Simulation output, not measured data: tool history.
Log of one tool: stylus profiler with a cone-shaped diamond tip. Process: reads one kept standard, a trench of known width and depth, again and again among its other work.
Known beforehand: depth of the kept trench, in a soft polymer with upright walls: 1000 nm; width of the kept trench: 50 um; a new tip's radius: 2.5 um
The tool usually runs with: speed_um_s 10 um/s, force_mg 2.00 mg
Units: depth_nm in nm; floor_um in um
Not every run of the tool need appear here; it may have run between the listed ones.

run     day  speed_um_s  force_mg  depth_nm  floor_um
  1   0.000          10      2.00   1011.55     45.94
  2   1.658          10      2.00   1011.19     45.94
  3   3.096          10      3.95   1018.19     45.94
  4   4.717          10      2.00   1011.27     45.92
  5   6.650           4      2.00   1011.23     45.95
  6   8.650           3      2.00   1011.53     45.97
  7  10.500           3      2.00   1011.04     46.01
  8  11.512           3      2.00   1010.95     45.97
  9  12.688           3      2.00   1011.17     45.98
 10  13.583           4      3.25   1015.84     45.95
 11  14.671           2      0.75   1005.76     45.98
 12  16.567           5      0.68   1004.99     45.96
 13  17.483           4      2.03   1011.25     45.96
 14  19.254           4      2.03   1011.34     45.97
 15  20.438           6      4.52   1019.01     45.93

Each row is a separate what-if for the run after 15, all from the same tool condition, not one after another. Results?
  A  21.688           3      4.41         ?         ?
  B  21.688          36      5.08         ?         ?
  C  21.688          10      1.98         ?         ?
  D  21.688           6      0.89         ?         ?

run  depth_nm  floor_um
  A   1018.97     45.95
  B   1021.26     45.84
  C   1011.14     45.92
  D   1006.35     45.94
With the hidden condition removed and each run's random variation left untouched, the same runs would have given:
run  depth_nm  floor_um
  A   1019.04     45.98
  B   1021.33     45.88
  C   1011.21     45.95
  D   1006.42     45.97
